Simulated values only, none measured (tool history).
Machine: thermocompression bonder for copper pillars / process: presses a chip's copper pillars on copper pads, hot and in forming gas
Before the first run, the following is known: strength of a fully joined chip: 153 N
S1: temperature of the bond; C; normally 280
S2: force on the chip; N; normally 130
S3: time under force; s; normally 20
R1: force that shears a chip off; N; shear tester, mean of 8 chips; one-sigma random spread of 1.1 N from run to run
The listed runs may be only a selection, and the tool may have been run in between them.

run 1 hour=0.0 | S1=280 S2=130 S3=20 | R1=99.8
run 2 hour=5.5 | S1=280 S2=130 S3=20 | R1=99.9
run 3 hour=15.5 | S1=280 S2=162 S3=20 | R1=116.2
run 4 hour=22.7 | S1=280 S2=162 S3=20 | R1=115.5
run 5 hour=27.8 | S1=280 S2=162 S3=20 | R1=118.0
run 6 hour=33.0 | S1=280 S2=162 S3=20 | R1=118.6
run 7 hour=42.1 | S1=280 S2=162 S3=22 | R1=118.7
run 8 hour=49.5 | S1=280 S2=130 S3=20 | R1=100.0
-- hour=52.3 heater calibrated with a thermocouple chip
run 9 hour=61.4 | S1=280 S2=91 S3=20 | R1=69.6
run 10 hour=66.5 | S1=280 S2=91 S3=20 | R1=71.7
run 11 hour=73.4 | S1=286 S2=91 S3=25 | R1=79.3
run 12 hour=83.8 | S1=286 S2=123 S3=13 | R1=84.7
run 13 hour=88.8 | S1=301 S2=99 S3=26 | R1=96.5
run 14 hour=97.7 | S1=269 S2=170 S3=24 | R1=116.6
run 15 hour=102.5 | S1=269 S2=189 S3=53 | R1=138.4
run 16 hour=110.2 | S1=282 S2=79 S3=49 | R1=84.0

4 ways to go on from here, each from the tool as it stands after run 16. What would each give?
run A hour=115.4 | S1=273 S2=87 S3=14 | R1=?
run B hour=115.4 | S1=268 S2=79 S3=30 | R1=?
run C hour=115.4 | S1=285 S2=157 S3=21 | R1=?
run D hour=115.4 | S1=282 S2=79 S3=25 | R1=?

run=A R1=54.3
run=B R1=62.4
run=C R1=115.1
run=D R1=65.5
With the hidden condition removed and each run's random variation left untouched, the same runs would have given:
run=A R1=56.7
run=B R1=65.2
run=C R1=119.0
run=D R1=68.3

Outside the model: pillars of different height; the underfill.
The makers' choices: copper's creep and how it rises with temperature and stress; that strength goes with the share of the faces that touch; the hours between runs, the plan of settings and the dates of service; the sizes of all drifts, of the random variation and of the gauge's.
